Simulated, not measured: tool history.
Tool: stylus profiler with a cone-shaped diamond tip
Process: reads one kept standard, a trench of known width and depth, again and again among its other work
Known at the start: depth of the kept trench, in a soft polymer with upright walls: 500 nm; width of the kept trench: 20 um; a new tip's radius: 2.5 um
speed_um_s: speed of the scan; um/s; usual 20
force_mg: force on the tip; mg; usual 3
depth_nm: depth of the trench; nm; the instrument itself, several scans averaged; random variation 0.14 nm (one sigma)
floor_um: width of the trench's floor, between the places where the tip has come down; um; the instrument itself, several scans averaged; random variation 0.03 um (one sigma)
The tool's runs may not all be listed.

| run | hour | speed_um_s | force_mg | depth_nm | floor_um |
|---|---|---|---|---|---|
| 1 | 0 | 20 | 3 | 507.91 | 16.1 |
| 2 | 66.5 | 20 | 3 | 507.45 | 16.12 |
| 3 | 125.3 | 49 | 3 | 507.75 | 15.99 |
| 4 | 156.1 | 49 | 3 | 507.88 | 15.96 |
| 5 | 211.2 | 18 | 3 | 507.83 | 16.12 |
| 6 | 263.6 | 18 | 3 | 507.59 | 16 |
| 7 | 320.7 | 20 | 3 | 507.54 | 16.02 |
| 8 | 375.4 | 29 | 3 | 507.65 | 15.91 |
| 9 | 437.4 | 20 | 3 | 507.35 | 15.93 |
| 10 | 479.3 | 20 | 3 | 507.4 | 15.96 |
| 11 | 526.3 | 20 | 3 | 507.41 | 15.88 |
| 12 | 563.3 | 71 | 3 | 507.33 | 15.79 |
| 13 | 603.7 | 71 | 3 | 507.4 | 15.68 |
| 14 | 632.2 | 71 | 3 | 507.4 | 15.69 |
| 15 | 661.6 | 20 | 2.23 | 505.77 | 15.78 |
| 16 | 705.7 | 20 | 3 | 507.17 | 15.78 |
| 17 | 740.5 | 20 | 3 | 507.31 | 15.8 |
| 18 | 773.9 | 20 | 8.46 | 516.05 | 15.77 |
| 19 | 818.1 | 20 | 8.46 | 516.19 | 15.79 |
| 20 | 883.8 | 20 | 8.46 | 516.26 | 15.67 |
| 21 | 930.5 | 20 | 8.46 | 516.39 | 15.69 |
| 22 | 994.3 | 20 | 3 | 507.14 | 15.69 |
| 23 | 1060.4 | 20 | 3 | 507.15 | 15.65 |
| 24 | 1089.9 | 20 | 3 | 507.06 | 15.64 |
| 25 | 1139.6 | 20 | 1.26 | 503.05 | 15.6 |
| 26 | 1202.7 | 20 | 1.26 | 503.06 | 15.53 |
| 27 | 1257.5 | 26 | 8.87 | 516.28 | 15.58 |
| 28 | 1317.8 | 26 | 4.05 | 508.92 | 15.51 |
| 29 | 1356.5 | 35 | 1.98 | 504.48 | 15.42 |
| 30 | 1413.2 | 35 | 3.23 | 507.33 | 15.46 |
| 31 | 1474 | 37 | 3.23 | 507.38 | 15.39 |
| 32 | 1529.5 | 37 | 3.23 | 507.12 | 15.36 |
| 33 | 1586.2 | 79 | 2.17 | 507.19 | 15.27 |
| 34 | 1644.8 | 25 | 3 | 508.7 | 15.36 |
| 35 | 1676.5 | 22 | 1.09 | 504.44 | 15.35 |
| 36 | 1739.2 | 20 | 1.41 | 504.91 | 15.3 |
| 37 | 1804.3 | 15 | 5.48 | 513.23 | 15.35 |
| 38 | 1838.6 | 12 | 4.25 | 510.84 | 15.37 |
| 39 | 1888 | 17 | 3 | 508.78 | 15.27 |
| 40 | 1927 | 17 | 3 | 508.61 | 15.24 |
| 41 | 1970.7 | 20 | 1.33 | 504.86 | 15.24 |
| 42 | 2025.9 | 20 | 1.33 | 504.87 | 15.19 |
| 43 | 2083.8 | 20 | 1.33 | 504.71 | 15.17 |
| 44 | 2113.3 | 20 | 2.84 | 508.28 | 15.19 |
| 45 | 2170.3 | 20 | 2.84 | 508.02 | 15.13 |
| 46 | 2203.4 | 20 | 2.84 | 507.94 | 15.19 |
| 47 | 2256.2 | 9 | 1.07 | 504.06 | 15.08 |

Taken out of this log: 1 entry between the listed runs. Where each belongs, and how the hidden state differs across it:
Between runs 32 and 33: height scale calibrated on a step standard (hour 1580)
  radius of the tip, um: 5.37 -> 5.43; height scale over the true one, %: -0.451 -> -0.014
  measured less the result without the state, depth_nm: -2.3 -> -0.07 nm; floor_um: -1.53 -> -1.55 um
